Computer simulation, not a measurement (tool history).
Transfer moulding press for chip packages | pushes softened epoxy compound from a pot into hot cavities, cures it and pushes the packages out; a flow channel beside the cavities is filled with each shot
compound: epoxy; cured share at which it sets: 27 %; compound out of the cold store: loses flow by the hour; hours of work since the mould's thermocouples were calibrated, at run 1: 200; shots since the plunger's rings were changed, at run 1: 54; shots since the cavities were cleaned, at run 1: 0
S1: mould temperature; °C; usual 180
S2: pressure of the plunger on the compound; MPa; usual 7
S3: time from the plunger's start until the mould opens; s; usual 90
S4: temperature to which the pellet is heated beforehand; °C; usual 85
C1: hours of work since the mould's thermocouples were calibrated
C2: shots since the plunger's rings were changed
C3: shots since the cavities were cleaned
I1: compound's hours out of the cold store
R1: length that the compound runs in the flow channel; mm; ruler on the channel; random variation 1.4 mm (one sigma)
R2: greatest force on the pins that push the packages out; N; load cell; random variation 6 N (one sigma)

| run | hour | S1 | S2 | S3 | S4 | C1 | C2 | C3 | I1 | R1 | R2 |
|---|---|---|---|---|---|---|---|---|---|---|---|
| 1 | 0 | 180 | 7 | 90 | 85 | 200 | 54 | 0 | 38.8 | 543 | 227 |
| 2 | 55 | 180 | 8.14 | 90 | 85 | 229 | 683 | 629 | 14.5 | 667 | 232 |
|  | 92.2 | cavities cleaned with cleaning compound and waxed |
| 3 | 122.1 | 180 | 7 | 90 | 85 | 264 | 1433 | 341 | 47.1 | 517 | 206 |
| 4 | 162.4 | 180 | 7 | 90 | 85 | 286 | 1895 | 803 | 47.3 | 520 | 236 |
|  | 183.3 | cavities cleaned with cleaning compound and waxed |
| 5 | 202.8 | 180 | 7 | 90 | 85 | 307 | 2340 | 223 | 47.7 | 519 | 221 |
|  | 232.2 | plunger's sealing rings changed |
| 6 | 240.2 | 180 | 7 | 90 | 85 | 325 | 91 | 622 | 23.6 | 591 | 241 |
|  | 276.4 | cavities cleaned with cleaning compound and waxed |
| 7 | 309.8 | 184 | 7 | 90 | 85 | 362 | 870 | 381 | 17.2 | 602 | 220 |
|  | 366.7 | cavities cleaned with cleaning compound and waxed |
| 8 | 387.2 | 180 | 7 | 90 | 85 | 402 | 1738 | 234 | 11.7 | 628 | 228 |
| 9 | 453.2 | 180 | 7 | 90 | 85 | 438 | 2494 | 990 | 39.7 | 540 | 217 |
|  | 460.5 | cavities cleaned with cleaning compound and waxed |
|  | 474.2 | plunger's sealing rings changed |
| 10 | 512.7 | 180 | 7 | 90 | 82 | 468 | 440 | 568 | 13.2 | 624 | 234 |
|  | 556.3 | cavities cleaned with cleaning compound and waxed |
| 11 | 576.9 | 180 | 7 | 90 | 85 | 501 | 1157 | 235 | 29.5 | 571 | 229 |
| 12 | 617.2 | 180 | 7 | 90 | 85 | 523 | 1618 | 696 | 25.7 | 579 | 233 |
|  | 648.8 | cavities cleaned with cleaning compound and waxed |
| 13 | 680.7 | 180 | 7 | 91 | 85 | 556 | 2328 | 365 | 11.1 | 628 | 240 |
|  | 711.3 | plunger's sealing rings changed |
| 14 | 718.1 | 180 | 7 | 91 | 85 | 575 | 77 | 763 | 25.6 | 581 | 227 |
|  | 743.5 | cavities cleaned with cleaning compound and waxed |
| 15 | 785 | 178 | 8.62 | 100 | 89 | 610 | 825 | 474 | 11.1 | 703 | 226 |

Run 16 comes next. What will it give?
|  | 802 | mould's thermocouples calibrated |
|  | 839.6 | cavities cleaned with cleaning compound and waxed |
| 16 | 845.7 | 173 | 7 | 90 | 85 | 23 | 1480 | 70 | 14.1 | ? | ? |

{"run 16": {"R1": 633, "R2": 326}}
Without the tool's hidden state the same run would have given R1 633 mm, R2 324 N.
